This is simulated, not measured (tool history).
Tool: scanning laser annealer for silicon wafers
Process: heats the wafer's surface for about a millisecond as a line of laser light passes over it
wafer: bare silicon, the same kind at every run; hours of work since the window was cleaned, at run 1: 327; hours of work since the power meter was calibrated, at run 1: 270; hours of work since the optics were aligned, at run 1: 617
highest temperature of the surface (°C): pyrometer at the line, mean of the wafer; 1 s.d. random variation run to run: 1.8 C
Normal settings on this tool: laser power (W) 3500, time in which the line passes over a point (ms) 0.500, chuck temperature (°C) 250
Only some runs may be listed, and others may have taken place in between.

run	hour	laser power (W)	time in which the line passes over a point (ms)	chuck temperature (°C)	hours of work since the window was cleaned	hours of work since the power meter was calibrated	hours of work since the optics were aligned	highest temperature of the surface (°C)
1	0.0	3500	0.500	250	327	270	617	1058
2	6.4	3500	0.563	250	330	273	620	1103
3	15.3	3500	0.563	250	334	278	624	1104
4	26.1	3500	0.563	250	339	283	630	1101
5	34.8	3500	0.563	250	343	287	634	1101
6	42.1	3500	0.500	250	347	290	637	1058
7	55.1	3500	0.500	250	353	296	643	1060
8	65.5	3500	0.500	250	358	301	648	1057
9	75.9	3500	0.500	238	363	306	653	1047
10	87.4	3570	0.500	245	368	311	658	1075
11	99.4	3121	0.539	242	373	317	664	965
12	111.7	3677	0.500	229	379	323	670	1089
13	117.9	3677	0.500	229	382	326	672	1088
14	128.9	3342	0.432	272	387	331	678	986
15	143.4	3342	0.359	223	394	337	684	881
16	154.3	3342	0.359	223	399	343	689	882
17	167.0	3342	0.359	223	405	349	695	882

Consider 4 possible next runs. They are alternatives, not a sequence: every one starts from the tool as it was left by run 17. What does each give?
A	173.9	3342	0.458	223	408	352	699	?
B	173.9	3269	0.375	211	408	352	699	?
C	173.9	3147	0.501	216	408	352	699	?
D	173.9	3308	0.361	221	408	352	699	?

run	highest temperature of the surface (°C)
A	956
B	867
C	924
D	873
Had the tool no hidden state, the same runs would have come out as:
run	highest temperature of the surface (°C)
A	957
B	868
C	925
D	874

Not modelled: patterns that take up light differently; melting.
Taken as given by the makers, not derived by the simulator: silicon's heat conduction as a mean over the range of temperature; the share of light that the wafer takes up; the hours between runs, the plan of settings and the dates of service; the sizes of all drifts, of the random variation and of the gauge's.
